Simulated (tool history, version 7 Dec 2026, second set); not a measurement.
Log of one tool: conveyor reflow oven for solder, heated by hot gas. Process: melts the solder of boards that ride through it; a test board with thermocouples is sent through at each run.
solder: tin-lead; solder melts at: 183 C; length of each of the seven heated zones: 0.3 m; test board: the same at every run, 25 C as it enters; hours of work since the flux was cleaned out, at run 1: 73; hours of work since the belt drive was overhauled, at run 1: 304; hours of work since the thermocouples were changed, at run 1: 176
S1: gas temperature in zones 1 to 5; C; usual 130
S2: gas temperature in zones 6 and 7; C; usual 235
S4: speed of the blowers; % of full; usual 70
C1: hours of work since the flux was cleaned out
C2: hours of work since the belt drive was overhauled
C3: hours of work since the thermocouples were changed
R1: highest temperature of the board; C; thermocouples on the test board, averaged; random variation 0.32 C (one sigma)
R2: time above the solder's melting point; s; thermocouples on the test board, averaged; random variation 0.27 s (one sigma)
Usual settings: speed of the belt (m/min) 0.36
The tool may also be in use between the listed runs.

run 1 hour=0 | S1=130 S2=235 speed_of_the_belt_(m/min)=0.36 S4=70 | C1=73 C2=304 C3=176 | R1=222.7 R2=79.5
run 2 hour=37.6 | S1=130 S2=235 speed_of_the_belt_(m/min)=0.36 S4=70 | C1=100 C2=331 C3=203 | R1=222.5 R2=79
run 3 hour=61.4 | S1=130 S2=235 speed_of_the_belt_(m/min)=0.36 S4=70 | C1=117 C2=348 C3=220 | R1=223 R2=79.2
run 4 hour=80.2 | S1=130 S2=235 speed_of_the_belt_(m/min)=0.36 S4=70 | C1=130 C2=362 C3=233 | R1=223.1 R2=79
run 5 hour=111.6 | S1=130 S2=235 speed_of_the_belt_(m/min)=0.36 S4=70 | C1=153 C2=384 C3=256 | R1=222.7 R2=79
run 6 hour=155.1 | S1=142 S2=235 speed_of_the_belt_(m/min)=0.36 S4=70 | C1=184 C2=415 C3=287 | R1=223.7 R2=84.8
run 7 hour=185.1 | S1=142 S2=235 speed_of_the_belt_(m/min)=0.36 S4=70 | C1=205 C2=436 C3=308 | R1=224 R2=85
run 8 hour=229.6 | S1=142 S2=235 speed_of_the_belt_(m/min)=0.36 S4=70 | C1=237 C2=468 C3=340 | R1=223.3 R2=84.7
run 9 hour=259.2 | S1=130 S2=235 speed_of_the_belt_(m/min)=0.36 S4=55 | C1=258 C2=489 C3=361 | R1=219.7 R2=76.4
run 10 hour=278.2 | S1=130 S2=235 speed_of_the_belt_(m/min)=0.36 S4=55 | C1=272 C2=503 C3=374 | R1=220.3 R2=76.1
-- hour=285.8 flux residue cleaned out of gas plates and filters
run 11 hour=323.5 | S1=130 S2=235 speed_of_the_belt_(m/min)=0.36 S4=55 | C1=27 C2=532 C3=403 | R1=221.4 R2=77.5
run 12 hour=359.8 | S1=130 S2=235 speed_of_the_belt_(m/min)=0.36 S4=55 | C1=53 C2=558 C3=429 | R1=220.8 R2=77.5
run 13 hour=382.2 | S1=116 S2=239 speed_of_the_belt_(m/min)=0.36 S4=64 | C1=69 C2=574 C3=445 | R1=224.5 R2=75.3
run 14 hour=402.6 | S1=116 S2=239 speed_of_the_belt_(m/min)=0.36 S4=64 | C1=83 C2=588 C3=460 | R1=224.7 R2=75.1

Forecast run 15:
run 15 hour=421 | S1=116 S2=239 speed_of_the_belt_(m/min)=0.36 S4=64 | C1=97 C2=601 C3=473 | R1=? R2=?

Run 15 gave R1 223.3 C, R2 74.9 s.
Without the tool's hidden state the same run would have given R1 224.9 C, R2 75.3 s.
